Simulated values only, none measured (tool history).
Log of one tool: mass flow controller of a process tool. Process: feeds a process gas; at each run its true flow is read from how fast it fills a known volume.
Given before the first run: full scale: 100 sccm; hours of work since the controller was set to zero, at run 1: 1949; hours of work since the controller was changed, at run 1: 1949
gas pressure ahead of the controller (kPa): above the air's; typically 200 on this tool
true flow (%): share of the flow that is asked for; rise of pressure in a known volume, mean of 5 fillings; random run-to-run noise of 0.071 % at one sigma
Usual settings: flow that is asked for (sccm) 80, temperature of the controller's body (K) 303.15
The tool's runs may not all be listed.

run	hour	flow that is asked for (sccm)	gas pressure ahead of the controller (kPa)	temperature of the controller's body (K)	hours of work since the controller was set to zero	hours of work since the controller was changed	true flow (%)
1	0	80	200	303.15	1949	1949	100.72
2	82.9	80	200	303.15	2015	2015	100.7
3	151.5	80	200	303.15	2070	2070	100.87
4	251	80	200	303.15	2150	2150	100.77
5	306.7	80	200	303.15	2194	2194	100.76
6	357.6	80	200	303.15	2235	2235	100.81
7	405.5	80	212	303.15	2273	2273	100.61
8	480.5	80	200	303.15	2333	2333	100.69
9	565.8	80	200	303.15	2401	2401	100.83
10	638.6	80	200	303.15	2459	2459	100.92
11	707.8	80	200	303.15	2514	2514	100.74
12	797.6	80	200	303.15	2586	2586	100.83
13	884.3	11	200	303.15	2655	2655	98.86
14	967.3	11	200	303.15	2721	2721	98.9
15	1056.8	11	200	303.15	2793	2793	98.87
16	1141.6	11	200	303.15	2860	2860	98.76
17	1234.6	69	164	298.15	2934	2934	100.46
18	1306.8	69	164	299.15	2992	2992	100.54
19	1364.4	11	164	299.15	3038	3038	98.67
20	1409	89	195	305.15	3074	3074	101.15
21	1488.2	30	189	306.15	3137	3137	100.59
22	1545.2	30	189	306.15	3182	3182	100.59
23	1640.4	10	193	311.15	3258	3258	99.47
24	1729.5	10	259	294.15	3330	3330	97.02
25	1769.8	10	259	294.15	3362	3362	97.05
26	1855.3	80	160	303.15	3430	3430	101.34
27	1930.5	80	160	303.15	3490	3490	101.14
28	2015.3	80	168	305.15	3558	3558	101.49
29	2101.6	80	200	300.15	3626	3626	100.78

Here are 3 independent what-if runs from the current tool condition. What would each one return?
A	2159.8	73	238	306.15	3673	3673	?
B	2159.8	11	147	303.15	3673	3673	?
C	2159.8	80	154	301.15	3673	3673	?

run	true flow (%)
A	101.02
B	99.04
C	101.24
Had the tool no hidden state, the same runs would have come out as:
run	true flow (%)
A	100.4
B	100.42
C	100.58
